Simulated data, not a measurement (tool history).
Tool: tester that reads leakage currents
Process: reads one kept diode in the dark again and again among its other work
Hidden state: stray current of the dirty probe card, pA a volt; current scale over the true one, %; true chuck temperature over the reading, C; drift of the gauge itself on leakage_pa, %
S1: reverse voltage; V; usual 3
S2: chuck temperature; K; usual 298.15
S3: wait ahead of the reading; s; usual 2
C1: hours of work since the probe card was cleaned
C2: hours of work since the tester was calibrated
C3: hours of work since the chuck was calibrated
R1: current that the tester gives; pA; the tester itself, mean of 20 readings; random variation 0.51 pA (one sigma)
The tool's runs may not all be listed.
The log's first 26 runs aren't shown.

run     day     S1      S2    S3    C1   C2   C3      R1
 27  26.675      3  294.15  0.95  2598  346  775  120.35
 28  28.025      3  294.15  0.95  2612  361  790  120.16
 29  28.842  14.08  300.15  7.05  2621  370  799  334.31
 30  29.654   1.89  298.15  0.97  2630  379  808  145.11
 31  31.054   1.89  298.15  0.97  2646  394  823  145.66
 32  32.142   7.83  304.15  1.47  2658  406  835  387.35
 33  33.379   5.01  298.15  0.53  2671  420  849   202.8
 34  34.142   5.01  298.15  0.53  2679  428  857  204.22
 35  34.912   5.01  298.15  0.53  2688  437  866  204.16
 36  36.038   5.01  298.15  0.53  2700  449  878  203.79
 37  36.662   5.01  298.15  0.53  2707  456  885  203.46
 38  37.575  14.25  298.15  0.53  2717  466  895  291.72
 39  38.862      3  298.15  0.74  2731  480  909  170.24
 40  39.571      3  298.15  0.74  2739  488  917  171.03

4 ways to go on from here, each from the tool as it stands after run 40. What would each give?
  A  40.742   2.82  298.15  0.74  2752  501  929   ?
  B  40.742  15.18  300.15  3.33  2752  501  929   ?
  C  40.742   9.35  317.15  3.33  2752  501  929   ?
  D  40.742      3  298.15  5.04  2752  501  929   ?

run       R1
  A   166.02
  B   342.63
  C  1148.07
  D   168.39
Without the tool's hidden state the same runs would have given:
run       R1
  A   165.96
  B   342.45
  C  1147.79
  D   168.33

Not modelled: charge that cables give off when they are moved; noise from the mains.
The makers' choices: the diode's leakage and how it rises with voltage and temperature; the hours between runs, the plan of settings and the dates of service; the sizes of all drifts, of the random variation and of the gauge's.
